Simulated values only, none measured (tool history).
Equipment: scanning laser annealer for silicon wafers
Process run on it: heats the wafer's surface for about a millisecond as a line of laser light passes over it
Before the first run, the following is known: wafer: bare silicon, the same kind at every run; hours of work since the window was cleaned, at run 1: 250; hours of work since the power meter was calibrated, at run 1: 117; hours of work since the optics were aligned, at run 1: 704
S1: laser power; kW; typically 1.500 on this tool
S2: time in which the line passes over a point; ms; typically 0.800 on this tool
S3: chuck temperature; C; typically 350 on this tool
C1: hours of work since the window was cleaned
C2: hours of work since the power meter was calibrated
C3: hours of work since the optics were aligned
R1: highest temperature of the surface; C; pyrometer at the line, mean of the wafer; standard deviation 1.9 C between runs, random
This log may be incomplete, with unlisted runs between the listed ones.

| run | day | S1 | S2 | S3 | C1 | C2 | C3 | R1 |
|---|---|---|---|---|---|---|---|---|
| 1 | 0.000 | 1.500 | 0.800 | 350 | 250 | 117 | 704 | 1117 |
| 2 | 0.717 | 1.500 | 0.800 | 350 | 262 | 128 | 716 | 1117 |
| 3 | 1.150 | 1.500 | 0.800 | 350 | 269 | 135 | 723 | 1118 |
| 4 | 1.796 | 1.500 | 0.800 | 385 | 279 | 146 | 733 | 1154 |
| 5 | 2.288 | 1.500 | 0.800 | 385 | 287 | 154 | 741 | 1150 |
| 6 | 3.046 | 1.500 | 0.800 | 350 | 299 | 166 | 753 | 1116 |
| 7 | 3.721 | 1.500 | 0.800 | 350 | 310 | 177 | 764 | 1114 |
| 8 | 4.371 | 1.500 | 0.800 | 350 | 321 | 187 | 775 | 1112 |
| 9 | 4.829 | 1.500 | 0.800 | 350 | 328 | 195 | 782 | 1110 |
| 10 | 5.529 | 1.341 | 0.800 | 350 | 340 | 206 | 794 | 1039 |
| 11 | 6.192 | 1.341 | 0.800 | 350 | 350 | 217 | 804 | 1035 |
| 12 | 6.917 | 1.341 | 0.800 | 350 | 362 | 229 | 816 | 1035 |
| 13 | 7.446 | 1.500 | 0.800 | 390 | 371 | 237 | 825 | 1153 |
| 14 | 7.875 | 1.500 | 0.800 | 350 | 377 | 244 | 831 | 1112 |
| 15 | 8.212 | 1.500 | 0.800 | 350 | 383 | 250 | 837 | 1110 |
| 16 | 8.842 | 1.500 | 0.800 | 350 | 393 | 260 | 847 | 1110 |
| 17 | 9.525 | 1.467 | 0.800 | 350 | 404 | 271 | 858 | 1092 |
| 18 | 9.983 | 1.467 | 0.800 | 350 | 412 | 278 | 866 | 1094 |
| 19 | 10.650 | 1.558 | 0.604 | 350 | 422 | 289 | 876 | 1028 |
| 20 | 11.058 | 1.558 | 0.604 | 350 | 429 | 296 | 883 | 1027 |
|  | 11.558 | optics aligned, line set to its width |
| 21 | 11.646 | 1.500 | 0.885 | 350 | 435 | 302 | 1 | 1160 |
|  | 11.983 | window over the wafer cleaned |
| 22 | 12.408 | 1.616 | 0.914 | 387 | 7 | 313 | 12 | 1264 |
| 23 | 12.983 | 1.384 | 0.628 | 379 | 16 | 322 | 22 | 1000 |
| 24 | 13.433 | 1.384 | 0.628 | 379 | 23 | 329 | 29 | 997 |
| 25 | 13.883 | 1.384 | 0.628 | 379 | 31 | 337 | 36 | 995 |
|  | 14.283 | window over the wafer cleaned, once more |
| 26 | 14.283 | 1.305 | 0.800 | 328 | 0 | 342 | 41 | 1015 |
| 27 | 14.779 | 1.309 | 0.891 | 328 | 8 | 350 | 49 | 1060 |
| 28 | 15.479 | 1.309 | 0.891 | 328 | 19 | 361 | 61 | 1063 |
| 29 | 15.796 | 1.309 | 0.891 | 328 | 24 | 366 | 66 | 1059 |
| 30 | 16.254 | 1.500 | 0.900 | 350 | 32 | 374 | 73 | 1182 |
| 31 | 16.642 | 1.334 | 0.800 | 376 | 38 | 380 | 80 | 1078 |
| 32 | 17.029 | 1.334 | 0.800 | 376 | 44 | 386 | 86 | 1078 |
| 33 | 17.738 | 1.333 | 0.646 | 369 | 56 | 398 | 97 | 994 |
| 34 | 18.479 | 1.583 | 0.819 | 350 | 68 | 410 | 109 | 1181 |

Pick out some run-to-run changes in R1. Of each, how much would a tool without hidden state show as well, from the settings, what came in and chance, and how much is left for the hidden state and any gauge scatter not in both results compared?
What the log doesn't record here: light that passes the window, % of a clean one's; laser's true power over the reading, %; width of the line over the set one, %; drift of the gauge itself on peak_c, C.
Run 20 -> 21: S1 1.558 -> 1.500, S2 0.604 -> 0.885, optics aligned, line set to its width. R1 +133 C: hidden state +4, all else +129.
Run 21 -> 22: S1 1.500 -> 1.616, S2 0.885 -> 0.914, S3 350 -> 387, window over the wafer cleaned. R1 +104 C: hidden state -8, all else +112.
Run 22 -> 23: S1 1.616 -> 1.384, S2 0.914 -> 0.628, S3 387 -> 379. R1 -264 C: hidden state +9, all else -273.
Run 25 -> 26: S1 1.384 -> 1.305, S2 0.628 -> 0.800, S3 379 -> 328, window over the wafer cleaned, once more. R1 +20 C: hidden state +21, all else -1.
Run 33 -> 34: S1 1.333 -> 1.583, S2 0.646 -> 0.819, S3 369 -> 350. R1 +187 C: hidden state -3, all else +190.
